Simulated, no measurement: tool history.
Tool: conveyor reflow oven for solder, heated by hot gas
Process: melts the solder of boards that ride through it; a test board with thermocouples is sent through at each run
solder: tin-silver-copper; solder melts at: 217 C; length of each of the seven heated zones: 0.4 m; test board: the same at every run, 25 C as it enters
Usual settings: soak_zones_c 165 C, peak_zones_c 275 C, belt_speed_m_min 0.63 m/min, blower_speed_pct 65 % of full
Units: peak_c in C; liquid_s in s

run	hour	soak_zones_c	peak_zones_c	belt_speed_m_min	blower_speed_pct	peak_c	liquid_s
1	0	165	275	0.63	65	247.4	48.3
2	33.5	165	275	0.63	65	247.1	48
3	83.2	165	275	0.63	65	247.4	48.2
4	141.6	165	275	0.63	65	246.9	47.4
5	196.5	165	275	0.63	65	251.8	52
6	233.1	165	275	0.63	65	251.3	52.3
7	264.2	165	275	0.63	57	246.9	48
8	328.1	165	275	0.549	65	256.7	65.6
9	356.8	170	274	0.524	70	259.7	73.5
10	385	157	263	0.63	65	239.3	38.4
11	430.4	157	263	0.63	65	238.7	37.9
12	476.4	157	263	0.56	65	243.3	49.4
13	531.9	176	275	0.63	74	255.6	59.9
14	591.9	164	289	0.63	65	260.9	58.7
15	649.5	166	290	0.616	63	262.3	61.3
16	690.3	166	290	0.67	54	252.7	48.8

Taken out of this log: 1 entry between the listed runs. Where each belongs, and how the hidden state differs across it:
Between runs 4 and 5: flux residue cleaned out of gas plates and filters (hour 176.1)
  heat that the gas passes to the board, % of a clean oven's: 87.3 -> 99.6; belt's true speed, % of the reading: 99.21 -> 99.16; true gas temperature in zones 6 and 7 over the reading, C: 0.57 -> 0.67
  measured less the result without the state, peak_c: -3.5 -> +0.8 C; liquid_s: -3.5 -> +1.1 s
